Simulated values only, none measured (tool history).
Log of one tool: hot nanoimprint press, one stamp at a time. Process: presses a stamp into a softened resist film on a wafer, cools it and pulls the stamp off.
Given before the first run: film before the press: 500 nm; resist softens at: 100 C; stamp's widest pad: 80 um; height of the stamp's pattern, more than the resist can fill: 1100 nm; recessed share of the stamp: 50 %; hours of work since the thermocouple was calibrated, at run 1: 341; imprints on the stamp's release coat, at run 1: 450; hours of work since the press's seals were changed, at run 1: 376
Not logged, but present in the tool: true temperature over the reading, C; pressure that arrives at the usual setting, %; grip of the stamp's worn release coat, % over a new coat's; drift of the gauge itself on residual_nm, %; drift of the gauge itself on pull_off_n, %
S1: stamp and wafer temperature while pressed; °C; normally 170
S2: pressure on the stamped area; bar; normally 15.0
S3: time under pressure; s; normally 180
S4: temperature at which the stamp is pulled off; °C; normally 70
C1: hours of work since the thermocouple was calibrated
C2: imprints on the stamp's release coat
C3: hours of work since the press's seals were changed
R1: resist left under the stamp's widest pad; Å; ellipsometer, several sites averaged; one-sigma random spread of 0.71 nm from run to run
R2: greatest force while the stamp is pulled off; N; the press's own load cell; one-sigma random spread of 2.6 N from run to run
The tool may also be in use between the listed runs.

{"run": 1, "day": 0.0, "S1": 170, "S2": 15.0, "S3": 180, "S4": 70, "C1": 341, "C2": 450, "C3": 376, "R1": 1853, "R2": 260}
{"run": 2, "day": 0.629, "S1": 170, "S2": 21.8, "S3": 180, "S4": 70, "C1": 350, "C2": 498, "C3": 384, "R1": 1543, "R2": 256}
{"run": 3, "day": 1.267, "S1": 170, "S2": 21.8, "S3": 180, "S4": 70, "C1": 358, "C2": 547, "C3": 393, "R1": 1543, "R2": 259}
{"day": 1.896, "done": "plate thermocouple calibrated"}
{"day": 2.3, "done": "stamp cleaned and given a new release coat"}
{"run": 4, "day": 2.3, "S1": 170, "S2": 21.8, "S3": 180, "S4": 70, "C1": 2, "C2": 0, "C3": 402, "R1": 1447, "R2": 224}
{"run": 5, "day": 2.896, "S1": 170, "S2": 21.8, "S3": 180, "S4": 70, "C1": 10, "C2": 45, "C3": 410, "R1": 1455, "R2": 224}
{"run": 6, "day": 3.329, "S1": 170, "S2": 21.8, "S3": 180, "S4": 70, "C1": 16, "C2": 79, "C3": 416, "R1": 1464, "R2": 228}
{"run": 7, "day": 4.021, "S1": 170, "S2": 21.8, "S3": 180, "S4": 70, "C1": 26, "C2": 132, "C3": 426, "R1": 1452, "R2": 230}
{"run": 8, "day": 4.629, "S1": 169, "S2": 10.9, "S3": 180, "S4": 70, "C1": 34, "C2": 178, "C3": 434, "R1": 2156, "R2": 235}
{"run": 9, "day": 5.188, "S1": 170, "S2": 23.8, "S3": 180, "S4": 59, "C1": 41, "C2": 221, "C3": 441, "R1": 1400, "R2": 256}
{"run": 10, "day": 5.638, "S1": 165, "S2": 15.0, "S3": 180, "S4": 70, "C1": 48, "C2": 256, "C3": 448, "R1": 2276, "R2": 238}
{"run": 11, "day": 6.433, "S1": 170, "S2": 18.8, "S3": 180, "S4": 70, "C1": 58, "C2": 317, "C3": 458, "R1": 1578, "R2": 244}
{"run": 12, "day": 6.988, "S1": 163, "S2": 18.4, "S3": 129, "S4": 61, "C1": 66, "C2": 360, "C3": 466, "R1": 2573, "R2": 257}
{"run": 13, "day": 7.679, "S1": 163, "S2": 18.4, "S3": 129, "S4": 61, "C1": 75, "C2": 413, "C3": 475, "R1": 2579, "R2": 262}
{"run": 14, "day": 8.1, "S1": 168, "S2": 20.2, "S3": 124, "S4": 76, "C1": 81, "C2": 445, "C3": 481, "R1": 1962, "R2": 247}

Consider 5 possible next runs. They are alternatives, not a sequence: every one starts from the tool as it was left by run 14. What does each give?
{"run": "A", "day": 9.008, "S1": 168, "S2": 15.9, "S3": 124, "S4": 76, "C1": 94, "C2": 515, "C3": 494, "R1": "?", "R2": "?"}
{"run": "B", "day": 9.008, "S1": 170, "S2": 9.7, "S3": 228, "S4": 70, "C1": 94, "C2": 515, "C3": 494, "R1": "?", "R2": "?"}
{"run": "C", "day": 9.008, "S1": 160, "S2": 15.0, "S3": 120, "S4": 63, "C1": 94, "C2": 515, "C3": 494, "R1": "?", "R2": "?"}
{"run": "D", "day": 9.008, "S1": 168, "S2": 20.2, "S3": 354, "S4": 74, "C1": 94, "C2": 515, "C3": 494, "R1": "?", "R2": "?"}
{"run": "E", "day": 9.008, "S1": 174, "S2": 11.6, "S3": 124, "S4": 69, "C1": 94, "C2": 515, "C3": 494, "R1": "?", "R2": "?"}

run=A R1=2212 R2=250
run=B R1=1993 R2=259
run=C R1=3247 R2=275
run=D R1=1275 R2=250
run=E R1=1919 R2=255
With the hidden condition removed and each run's random variation left untouched, the same runs would have given:
run=A R1=2191 R2=219
run=B R1=1981 R2=227
run=C R1=3225 R2=241
run=D R1=1258 R2=219
run=E R1=1905 R2=224

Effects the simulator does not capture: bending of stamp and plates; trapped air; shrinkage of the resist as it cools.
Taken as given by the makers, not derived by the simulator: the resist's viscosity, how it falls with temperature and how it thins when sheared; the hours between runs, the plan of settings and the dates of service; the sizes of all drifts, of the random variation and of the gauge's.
